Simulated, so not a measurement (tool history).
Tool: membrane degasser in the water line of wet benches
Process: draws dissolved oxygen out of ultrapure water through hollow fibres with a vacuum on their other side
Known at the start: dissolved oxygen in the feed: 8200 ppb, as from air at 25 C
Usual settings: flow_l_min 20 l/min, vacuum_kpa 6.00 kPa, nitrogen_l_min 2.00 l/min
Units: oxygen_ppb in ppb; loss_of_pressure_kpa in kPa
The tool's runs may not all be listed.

run 1 hour=0.0 | flow_l_min=20 vacuum_kpa=6.00 nitrogen_l_min=2.00 | oxygen_ppb=75.3 loss_of_pressure_kpa=60.66
-- hour=91.0 vacuum gauge calibrated
run 2 hour=313.3 | flow_l_min=20 vacuum_kpa=6.00 nitrogen_l_min=1.40 | oxygen_ppb=99.2 loss_of_pressure_kpa=60.48
run 3 hour=662.2 | flow_l_min=20 vacuum_kpa=6.00 nitrogen_l_min=1.40 | oxygen_ppb=100.4 loss_of_pressure_kpa=60.92
run 4 hour=833.4 | flow_l_min=20 vacuum_kpa=4.04 nitrogen_l_min=2.00 | oxygen_ppb=29.7 loss_of_pressure_kpa=60.87
run 5 hour=1140.7 | flow_l_min=20 vacuum_kpa=4.04 nitrogen_l_min=2.00 | oxygen_ppb=28.9 loss_of_pressure_kpa=60.56
run 6 hour=1428.5 | flow_l_min=20 vacuum_kpa=6.00 nitrogen_l_min=2.00 | oxygen_ppb=74.7 loss_of_pressure_kpa=61.17
run 7 hour=1675.0 | flow_l_min=20 vacuum_kpa=6.00 nitrogen_l_min=2.00 | oxygen_ppb=74.1 loss_of_pressure_kpa=60.59
run 8 hour=1917.3 | flow_l_min=30 vacuum_kpa=6.00 nitrogen_l_min=2.00 | oxygen_ppb=144.0 loss_of_pressure_kpa=90.94
run 9 hour=2244.3 | flow_l_min=30 vacuum_kpa=6.00 nitrogen_l_min=2.00 | oxygen_ppb=140.1 loss_of_pressure_kpa=91.09
run 10 hour=2395.4 | flow_l_min=20 vacuum_kpa=6.00 nitrogen_l_min=3.38 | oxygen_ppb=49.2 loss_of_pressure_kpa=60.86
run 11 hour=2578.3 | flow_l_min=20 vacuum_kpa=6.00 nitrogen_l_min=3.38 | oxygen_ppb=48.7 loss_of_pressure_kpa=61.38
run 12 hour=2901.5 | flow_l_min=20 vacuum_kpa=4.26 nitrogen_l_min=3.38 | oxygen_ppb=24.3 loss_of_pressure_kpa=61.24
run 13 hour=3210.5 | flow_l_min=20 vacuum_kpa=4.26 nitrogen_l_min=3.38 | oxygen_ppb=24.5 loss_of_pressure_kpa=60.50
-- hour=3341.0 vacuum gauge calibrated
run 14 hour=3365.8 | flow_l_min=20 vacuum_kpa=6.00 nitrogen_l_min=2.00 | oxygen_ppb=73.7 loss_of_pressure_kpa=60.53
run 15 hour=3715.2 | flow_l_min=20 vacuum_kpa=6.00 nitrogen_l_min=2.00 | oxygen_ppb=75.8 loss_of_pressure_kpa=61.28
run 16 hour=4003.3 | flow_l_min=20 vacuum_kpa=6.00 nitrogen_l_min=2.00 | oxygen_ppb=74.9 loss_of_pressure_kpa=60.84
run 17 hour=4281.2 | flow_l_min=21 vacuum_kpa=11.95 nitrogen_l_min=2.00 | oxygen_ppb=222.0 loss_of_pressure_kpa=64.23
run 18 hour=4614.5 | flow_l_min=19 vacuum_kpa=9.65 nitrogen_l_min=2.00 | oxygen_ppb=149.2 loss_of_pressure_kpa=57.89
-- hour=4635.5 seals of the vacuum lines changed
run 19 hour=4914.5 | flow_l_min=19 vacuum_kpa=9.65 nitrogen_l_min=2.00 | oxygen_ppb=150.4 loss_of_pressure_kpa=57.46
run 20 hour=5064.3 | flow_l_min=25 vacuum_kpa=5.67 nitrogen_l_min=2.00 | oxygen_ppb=93.8 loss_of_pressure_kpa=76.64
run 21 hour=5304.6 | flow_l_min=19 vacuum_kpa=3.89 nitrogen_l_min=1.83 | oxygen_ppb=24.1 loss_of_pressure_kpa=57.51
run 22 hour=5465.6 | flow_l_min=19 vacuum_kpa=3.89 nitrogen_l_min=1.83 | oxygen_ppb=23.8 loss_of_pressure_kpa=57.74
run 23 hour=5672.1 | flow_l_min=19 vacuum_kpa=3.89 nitrogen_l_min=1.83 | oxygen_ppb=24.0 loss_of_pressure_kpa=57.83
run 24 hour=5844.7 | flow_l_min=19 vacuum_kpa=3.89 nitrogen_l_min=1.83 | oxygen_ppb=24.3 loss_of_pressure_kpa=57.95
run 25 hour=6171.3 | flow_l_min=19 vacuum_kpa=6.00 nitrogen_l_min=1.14 | oxygen_ppb=111.1 loss_of_pressure_kpa=57.63
run 26 hour=6423.0 | flow_l_min=19 vacuum_kpa=6.00 nitrogen_l_min=1.14 | oxygen_ppb=113.0 loss_of_pressure_kpa=57.65
-- hour=6591.4 vacuum gauge calibrated
run 27 hour=6658.6 | flow_l_min=19 vacuum_kpa=6.00 nitrogen_l_min=1.14 | oxygen_ppb=112.6 loss_of_pressure_kpa=58.15
run 28 hour=6917.1 | flow_l_min=28 vacuum_kpa=3.90 nitrogen_l_min=2.00 | oxygen_ppb=57.1 loss_of_pressure_kpa=85.21
run 29 hour=7070.4 | flow_l_min=17 vacuum_kpa=5.64 nitrogen_l_min=3.27 | oxygen_ppb=34.1 loss_of_pressure_kpa=51.39
run 30 hour=7381.3 | flow_l_min=14 vacuum_kpa=13.15 nitrogen_l_min=1.91 | oxygen_ppb=170.9 loss_of_pressure_kpa=42.73
run 31 hour=7714.4 | flow_l_min=16 vacuum_kpa=6.01 nitrogen_l_min=2.00 | oxygen_ppb=55.6 loss_of_pressure_kpa=48.61

Forecast each of these 3 alternatives for the next run:
run A hour=8062.7 | flow_l_min=31 vacuum_kpa=6.01 nitrogen_l_min=4.24 | oxygen_ppb=? loss_of_pressure_kpa=?
run B hour=8062.7 | flow_l_min=24 vacuum_kpa=7.34 nitrogen_l_min=0.96 | oxygen_ppb=? loss_of_pressure_kpa=?
run C hour=8062.7 | flow_l_min=16 vacuum_kpa=4.11 nitrogen_l_min=2.00 | oxygen_ppb=? loss_of_pressure_kpa=?

run=A oxygen_ppb=101.1 loss_of_pressure_kpa=94.76
run=B oxygen_ppb=237.0 loss_of_pressure_kpa=73.12
run=C oxygen_ppb=20.6 loss_of_pressure_kpa=48.73
Without the tool's hidden state the same runs would have given:
run=A oxygen_ppb=100.8 loss_of_pressure_kpa=94.66
run=B oxygen_ppb=236.8 loss_of_pressure_kpa=73.05
run=C oxygen_ppb=20.5 loss_of_pressure_kpa=48.68
